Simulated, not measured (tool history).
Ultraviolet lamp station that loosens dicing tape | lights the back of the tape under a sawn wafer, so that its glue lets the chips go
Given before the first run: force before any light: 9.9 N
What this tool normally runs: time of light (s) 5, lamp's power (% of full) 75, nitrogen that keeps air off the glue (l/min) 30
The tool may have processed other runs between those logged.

| run | hour | time of light (s) | lamp's power (% of full) | nitrogen that keeps air off the glue (l/min) | force that peels the tape off (N) | light that reached the tape (J/m2) |
|---|---|---|---|---|---|---|
| 1 | 0 | 5 | 75 | 30 | 1.158 | 3290 |
| 2 | 92.2 | 5 | 75 | 30 | 1.158 | 3210 |
| 3 | 135.1 | 5 | 75 | 30 | 1.21 | 3170 |
| 4 | 187.2 | 5 | 75 | 30 | 1.285 | 3120 |
|  | 194.4 | window cleaned of glue's vapour |
| 5 | 243 | 5 | 85 | 30 | 1.073 | 3360 |
| 6 | 286.6 | 5 | 85 | 30 | 1.085 | 3330 |
| 7 | 340.4 | 5 | 67 | 52 | 1.386 | 2560 |

For run 8, what comes out?
|  | 351.9 | window cleaned of glue's vapour, once more |
| 8 | 416.4 | 5 | 67 | 52 | ? | ? |

{"run 8": {"force that peels the tape off (N)": 1.18, "light that reached the tape (J/m2)": 2820}}
The same run, on a tool lacking any hidden state, would have yielded force that peels the tape off (N) 0.418, light that reached the tape (J/m2) 4310.
